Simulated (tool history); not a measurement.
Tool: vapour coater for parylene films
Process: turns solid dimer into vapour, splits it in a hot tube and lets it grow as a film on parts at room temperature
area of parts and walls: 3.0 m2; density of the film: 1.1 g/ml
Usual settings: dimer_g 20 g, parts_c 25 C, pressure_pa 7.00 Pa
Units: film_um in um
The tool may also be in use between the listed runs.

{"run": 1, "hour": 0.0, "dimer_g": 20, "parts_c": 25, "pressure_pa": 7.0, "film_um": 2.58}
{"run": 2, "hour": 24.6, "dimer_g": 20, "parts_c": 25, "pressure_pa": 7.0, "film_um": 2.62}
{"run": 3, "hour": 58.2, "dimer_g": 20, "parts_c": 25, "pressure_pa": 7.0, "film_um": 2.58}
{"run": 4, "hour": 84.8, "dimer_g": 20, "parts_c": 25, "pressure_pa": 9.1, "film_um": 2.48}
{"run": 5, "hour": 122.2, "dimer_g": 20, "parts_c": 25, "pressure_pa": 9.1, "film_um": 2.5}
{"run": 6, "hour": 158.4, "dimer_g": 20, "parts_c": 25, "pressure_pa": 9.1, "film_um": 2.44}
{"run": 7, "hour": 195.1, "dimer_g": 20, "parts_c": 25, "pressure_pa": 7.0, "film_um": 2.6}
{"run": 8, "hour": 242.8, "dimer_g": 16, "parts_c": 25, "pressure_pa": 7.0, "film_um": 2.06}
{"run": 9, "hour": 277.0, "dimer_g": 16, "parts_c": 25, "pressure_pa": 7.0, "film_um": 2.1}
{"run": 10, "hour": 303.0, "dimer_g": 20, "parts_c": 25, "pressure_pa": 7.0, "film_um": 2.59}
{"run": 11, "hour": 324.9, "dimer_g": 15, "parts_c": 25, "pressure_pa": 7.0, "film_um": 1.91}
{"run": 12, "hour": 349.3, "dimer_g": 20, "parts_c": 25, "pressure_pa": 9.06, "film_um": 2.46}
{"run": 13, "hour": 394.9, "dimer_g": 20, "parts_c": 25, "pressure_pa": 9.06, "film_um": 2.45}
{"run": 14, "hour": 416.0, "dimer_g": 20, "parts_c": 25, "pressure_pa": 9.06, "film_um": 2.46}
{"run": 15, "hour": 436.7, "dimer_g": 20, "parts_c": 25, "pressure_pa": 3.92, "film_um": 2.95}
{"run": 16, "hour": 468.4, "dimer_g": 20, "parts_c": 25, "pressure_pa": 3.74, "film_um": 2.91}
{"run": 17, "hour": 517.9, "dimer_g": 20, "parts_c": 25, "pressure_pa": 3.74, "film_um": 2.86}
{"run": 18, "hour": 553.1, "dimer_g": 20, "parts_c": 25, "pressure_pa": 3.74, "film_um": 2.9}
{"run": 19, "hour": 574.9, "dimer_g": 20, "parts_c": 25, "pressure_pa": 7.0, "film_um": 2.54}
{"run": 20, "hour": 605.7, "dimer_g": 20, "parts_c": 25, "pressure_pa": 7.0, "film_um": 2.6}
{"run": 21, "hour": 633.9, "dimer_g": 22, "parts_c": 25, "pressure_pa": 7.0, "film_um": 2.78}
{"run": 22, "hour": 681.5, "dimer_g": 22, "parts_c": 25, "pressure_pa": 7.0, "film_um": 2.85}
{"hour": 697.6, "done": "trap's valve overhauled"}
{"run": 23, "hour": 708.1, "dimer_g": 22, "parts_c": 25, "pressure_pa": 7.0, "film_um": 2.83}
{"run": 24, "hour": 735.0, "dimer_g": 20, "parts_c": 25, "pressure_pa": 7.0, "film_um": 2.61}
{"run": 25, "hour": 772.7, "dimer_g": 20, "parts_c": 25, "pressure_pa": 6.9, "film_um": 2.63}
{"run": 26, "hour": 794.2, "dimer_g": 21, "parts_c": 25, "pressure_pa": 4.43, "film_um": 2.94}
{"run": 27, "hour": 829.4, "dimer_g": 21, "parts_c": 25, "pressure_pa": 4.43, "film_um": 2.94}
{"run": 28, "hour": 876.5, "dimer_g": 21, "parts_c": 25, "pressure_pa": 5.8, "film_um": 2.76}
{"run": 29, "hour": 905.8, "dimer_g": 21, "parts_c": 34, "pressure_pa": 3.43, "film_um": 2.27}
{"run": 30, "hour": 928.4, "dimer_g": 20, "parts_c": 25, "pressure_pa": 7.0, "film_um": 2.57}
{"run": 31, "hour": 960.9, "dimer_g": 20, "parts_c": 25, "pressure_pa": 3.45, "film_um": 2.93}
{"run": 32, "hour": 998.6, "dimer_g": 8, "parts_c": 25, "pressure_pa": 3.02, "film_um": 1.24}
{"run": 33, "hour": 1035.6, "dimer_g": 8, "parts_c": 25, "pressure_pa": 3.02, "film_um": 1.25}
{"run": 34, "hour": 1070.6, "dimer_g": 21, "parts_c": 19, "pressure_pa": 7.0, "film_um": 3.41}
{"run": 35, "hour": 1107.8, "dimer_g": 21, "parts_c": 19, "pressure_pa": 7.0, "film_um": 3.41}
{"run": 36, "hour": 1148.6, "dimer_g": 21, "parts_c": 19, "pressure_pa": 7.0, "film_um": 3.45}
{"run": 37, "hour": 1196.9, "dimer_g": 21, "parts_c": 19, "pressure_pa": 10.67, "film_um": 3.13}
{"run": 38, "hour": 1218.4, "dimer_g": 21, "parts_c": 19, "pressure_pa": 10.67, "film_um": 3.18}
{"run": 39, "hour": 1238.4, "dimer_g": 21, "parts_c": 28, "pressure_pa": 7.45, "film_um": 2.45}
{"run": 40, "hour": 1276.1, "dimer_g": 16, "parts_c": 32, "pressure_pa": 7.0, "film_um": 1.59}
{"run": 41, "hour": 1296.3, "dimer_g": 11, "parts_c": 19, "pressure_pa": 7.19, "film_um": 1.8}
{"run": 42, "hour": 1326.6, "dimer_g": 11, "parts_c": 19, "pressure_pa": 7.19, "film_um": 1.79}
{"run": 43, "hour": 1356.5, "dimer_g": 11, "parts_c": 22, "pressure_pa": 2.11, "film_um": 1.99}
{"hour": 1397.5, "done": "trap's valve overhauled"}
{"run": 44, "hour": 1409.0, "dimer_g": 11, "parts_c": 22, "pressure_pa": 2.11, "film_um": 1.97}
{"run": 45, "hour": 1453.2, "dimer_g": 9, "parts_c": 19, "pressure_pa": 7.0, "film_um": 1.48}
{"run": 46, "hour": 1485.2, "dimer_g": 9, "parts_c": 19, "pressure_pa": 7.0, "film_um": 1.46}
{"hour": 1515.6, "done": "table's thermometer calibrated"}
{"run": 47, "hour": 1529.5, "dimer_g": 11, "parts_c": 25, "pressure_pa": 7.68, "film_um": 1.4}
{"run": 48, "hour": 1572.7, "dimer_g": 20, "parts_c": 29, "pressure_pa": 10.59, "film_um": 2.09}

Forecast each of these 3 alternatives for the next run:
{"run": "A", "hour": 1620.5, "dimer_g": 10, "parts_c": 27, "pressure_pa": 9.25, "film_um": "?"}
{"run": "B", "hour": 1620.5, "dimer_g": 27, "parts_c": 25, "pressure_pa": 6.23, "film_um": "?"}
{"run": "C", "hour": 1620.5, "dimer_g": 20, "parts_c": 21, "pressure_pa": 5.43, "film_um": "?"}

run=A film_um=1.15
run=B film_um=3.62
run=C film_um=3.14
Without the tool's hidden state the same runs would have given:
run=A film_um=1.15
run=B film_um=3.62
run=C film_um=3.15
